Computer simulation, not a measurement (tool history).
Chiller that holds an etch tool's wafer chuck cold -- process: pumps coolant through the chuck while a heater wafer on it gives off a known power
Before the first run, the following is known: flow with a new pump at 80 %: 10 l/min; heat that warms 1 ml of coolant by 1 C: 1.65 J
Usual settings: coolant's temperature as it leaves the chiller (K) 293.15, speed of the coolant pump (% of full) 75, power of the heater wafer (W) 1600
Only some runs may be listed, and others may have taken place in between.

run	day	coolant's temperature as it leaves the chiller (K)	speed of the coolant pump (% of full)	power of the heater wafer (W)	chuck's temperature once it has settled (K)	how much warmer the coolant comes back (C)
1	0	293.15	75	1600	309.25	6.19
2	0.675	293.15	75	1600	309.55	6.23
3	1.833	293.15	75	1600	309.35	6.24
4	2.817	293.15	75	1600	309.35	6.23
5	3.925	293.15	75	1600	309.25	6.25
6	4.967	293.15	75	1600	309.25	6.24
7	6.358	293.15	75	1600	309.25	6.26
8	7.917	293.15	75	1600	309.35	6.32
9	8.829	293.15	75	1600	309.25	6.3
10	9.883	293.15	75	1600	309.35	6.31
11	11.254	293.15	75	2220	315.55	8.7
12	12.729	289.15	64	2172	313.15	10.01
13	13.808	301.15	75	1380	315.15	5.47
14	15.212	289.15	64	808	297.95	3.81
15	16.1	289.15	64	808	298.15	3.8
16	16.808	295.15	72	1843	314.05	7.61

Here are 3 independent what-if runs from the current tool condition. What would each one return?
A	17.475	293.15	93	810	?	?
B	17.475	295.15	72	2009	?	?
C	17.475	290.15	80	1843	?	?

run	chuck's temperature once it has settled (K)	how much warmer the coolant comes back (C)
A	300.45	2.69
B	315.85	8.26
C	308.05	6.89
With no hidden state in the tool, these same runs would have given:
run	chuck's temperature once it has settled (K)	how much warmer the coolant comes back (C)
A	300.45	2.54
B	315.75	8.11
C	307.95	6.73
